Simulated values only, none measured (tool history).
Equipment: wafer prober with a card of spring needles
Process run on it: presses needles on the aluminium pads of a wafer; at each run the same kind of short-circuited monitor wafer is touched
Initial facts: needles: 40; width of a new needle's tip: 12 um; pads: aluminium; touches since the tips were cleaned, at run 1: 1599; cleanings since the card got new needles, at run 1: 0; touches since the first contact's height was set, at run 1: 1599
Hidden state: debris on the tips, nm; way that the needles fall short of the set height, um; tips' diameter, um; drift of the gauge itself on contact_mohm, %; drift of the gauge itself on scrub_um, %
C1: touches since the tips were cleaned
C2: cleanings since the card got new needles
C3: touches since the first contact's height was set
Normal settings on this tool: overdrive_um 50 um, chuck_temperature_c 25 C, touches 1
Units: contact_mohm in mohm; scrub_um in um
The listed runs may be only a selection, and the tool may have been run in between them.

run 1 hour=0.0 | overdrive_um=50 chuck_temperature_c=25 touches=1 | C1=1599 C2=0 C3=1599 | contact_mohm=119 scrub_um=6.82
run 2 hour=8.5 | overdrive_um=50 chuck_temperature_c=25 touches=1 | C1=3493 C2=0 C3=3493 | contact_mohm=116 scrub_um=6.80
run 3 hour=16.4 | overdrive_um=50 chuck_temperature_c=25 touches=1 | C1=5260 C2=0 C3=5260 | contact_mohm=118 scrub_um=6.84
run 4 hour=25.2 | overdrive_um=50 chuck_temperature_c=25 touches=1 | C1=7227 C2=0 C3=7227 | contact_mohm=119 scrub_um=6.80
-- hour=27.4 tips cleaned on abrasive film
run 5 hour=32.1 | overdrive_um=50 chuck_temperature_c=25 touches=1 | C1=1043 C2=1 C3=8723 | contact_mohm=119 scrub_um=6.80
run 6 hour=41.1 | overdrive_um=50 chuck_temperature_c=25 touches=1 | C1=3054 C2=1 C3=10734 | contact_mohm=118 scrub_um=6.83
run 7 hour=53.2 | overdrive_um=50 chuck_temperature_c=25 touches=1 | C1=5749 C2=1 C3=13429 | contact_mohm=120 scrub_um=6.82
run 8 hour=59.7 | overdrive_um=50 chuck_temperature_c=83 touches=1 | C1=7204 C2=1 C3=14884 | contact_mohm=126 scrub_um=6.80
-- hour=62.4 tips cleaned on abrasive film
run 9 hour=72.2 | overdrive_um=50 chuck_temperature_c=83 touches=1 | C1=2175 C2=2 C3=17651 | contact_mohm=127 scrub_um=6.78
run 10 hour=79.9 | overdrive_um=54 chuck_temperature_c=25 touches=1 | C1=3898 C2=2 C3=19374 | contact_mohm=117 scrub_um=7.35
run 11 hour=88.4 | overdrive_um=54 chuck_temperature_c=25 touches=1 | C1=5797 C2=2 C3=21273 | contact_mohm=118 scrub_um=7.34
run 12 hour=95.4 | overdrive_um=54 chuck_temperature_c=25 touches=2 | C1=7342 C2=2 C3=22818 | contact_mohm=121 scrub_um=7.35
-- hour=97.0 tips cleaned on abrasive film
run 13 hour=101.9 | overdrive_um=54 chuck_temperature_c=25 touches=2 | C1=1072 C2=3 C3=24240 | contact_mohm=117 scrub_um=7.36
run 14 hour=109.3 | overdrive_um=54 chuck_temperature_c=25 touches=2 | C1=2721 C2=3 C3=25889 | contact_mohm=119 scrub_um=7.38
run 15 hour=119.2 | overdrive_um=54 chuck_temperature_c=25 touches=2 | C1=4934 C2=3 C3=28102 | contact_mohm=118 scrub_um=7.32
run 16 hour=127.9 | overdrive_um=54 chuck_temperature_c=25 touches=2 | C1=6871 C2=3 C3=30039 | contact_mohm=120 scrub_um=7.33
-- hour=131.6 tips cleaned on abrasive film
run 17 hour=137.1 | overdrive_um=50 chuck_temperature_c=25 touches=2 | C1=1222 C2=4 C3=32073 | contact_mohm=118 scrub_um=6.82
run 18 hour=143.8 | overdrive_um=50 chuck_temperature_c=25 touches=2 | C1=2712 C2=4 C3=33563 | contact_mohm=118 scrub_um=6.81
run 19 hour=156.3 | overdrive_um=50 chuck_temperature_c=29 touches=2 | C1=5511 C2=4 C3=36362 | contact_mohm=119 scrub_um=6.78
-- hour=166.6 tips cleaned on abrasive film
run 20 hour=168.6 | overdrive_um=50 chuck_temperature_c=29 touches=2 | C1=437 C2=5 C3=39064 | contact_mohm=118 scrub_um=6.86
run 21 hour=177.4 | overdrive_um=47 chuck_temperature_c=56 touches=1 | C1=2417 C2=5 C3=41044 | contact_mohm=124 scrub_um=6.40
run 22 hour=190.1 | overdrive_um=47 chuck_temperature_c=56 touches=1 | C1=5246 C2=5 C3=43873 | contact_mohm=124 scrub_um=6.42
run 23 hour=199.3 | overdrive_um=47 chuck_temperature_c=56 touches=1 | C1=7291 C2=5 C3=45918 | contact_mohm=125 scrub_um=6.41
-- hour=201.2 tips cleaned on abrasive film
run 24 hour=210.7 | overdrive_um=30 chuck_temperature_c=41 touches=3 | C1=2130 C2=6 C3=48441 | contact_mohm=130 scrub_um=4.08
run 25 hour=222.0 | overdrive_um=38 chuck_temperature_c=82 touches=1 | C1=4647 C2=6 C3=50958 | contact_mohm=131 scrub_um=5.16
run 26 hour=232.4 | overdrive_um=34 chuck_temperature_c=28 touches=1 | C1=6975 C2=6 C3=53286 | contact_mohm=124 scrub_um=4.62
-- hour=235.9 tips cleaned on abrasive film
run 27 hour=239.0 | overdrive_um=65 chuck_temperature_c=40 touches=1 | C1=683 C2=7 C3=54719 | contact_mohm=119 scrub_um=8.89
run 28 hour=247.5 | overdrive_um=65 chuck_temperature_c=40 touches=1 | C1=2582 C2=7 C3=56618 | contact_mohm=116 scrub_um=8.89
run 29 hour=255.2 | overdrive_um=54 chuck_temperature_c=56 touches=1 | C1=4292 C2=7 C3=58328 | contact_mohm=122 scrub_um=7.34
run 30 hour=261.1 | overdrive_um=54 chuck_temperature_c=56 touches=1 | C1=5621 C2=7 C3=59657 | contact_mohm=120 scrub_um=7.34
-- hour=271.0 tips cleaned on abrasive film
run 31 hour=271.0 | overdrive_um=54 chuck_temperature_c=40 touches=1 | C1=0 C2=8 C3=61848 | contact_mohm=120 scrub_um=7.33
run 32 hour=278.8 | overdrive_um=49 chuck_temperature_c=44 touches=1 | C1=1728 C2=8 C3=63576 | contact_mohm=122 scrub_um=6.66
run 33 hour=291.0 | overdrive_um=40 chuck_temperature_c=57 touches=1 | C1=4453 C2=8 C3=66301 | contact_mohm=127 scrub_um=5.43
run 34 hour=303.4 | overdrive_um=40 chuck_temperature_c=46 touches=2 | C1=7211 C2=8 C3=69059 | contact_mohm=123 scrub_um=5.47
-- hour=306.1 tips cleaned on abrasive film
run 35 hour=314.9 | overdrive_um=50 chuck_temperature_c=25 touches=2 | C1=1954 C2=9 C3=71601 | contact_mohm=119 scrub_um=6.82

Consider 4 possible next runs. They are alternatives, not a sequence: every one starts from the tool as it was left by run 35. What does each give?
run A hour=321.0 | overdrive_um=50 chuck_temperature_c=110 touches=1 | C1=3308 C2=9 C3=72955 | contact_mohm=? scrub_um=?
run B hour=321.0 | overdrive_um=40 chuck_temperature_c=74 touches=1 | C1=3308 C2=9 C3=72955 | contact_mohm=? scrub_um=?
run C hour=321.0 | overdrive_um=51 chuck_temperature_c=33 touches=2 | C1=3308 C2=9 C3=72955 | contact_mohm=? scrub_um=?
run D hour=321.0 | overdrive_um=52 chuck_temperature_c=93 touches=3 | C1=3308 C2=9 C3=72955 | contact_mohm=? scrub_um=?

run=A contact_mohm=128 scrub_um=6.80
run=B contact_mohm=128 scrub_um=5.42
run=C contact_mohm=122 scrub_um=6.92
run=D contact_mohm=127 scrub_um=7.09
What these runs would have given with no unlogged condition in the tool:
run=A contact_mohm=128 scrub_um=6.80
run=B contact_mohm=128 scrub_um=5.42
run=C contact_mohm=122 scrub_um=6.92
run=D contact_mohm=127 scrub_um=7.09
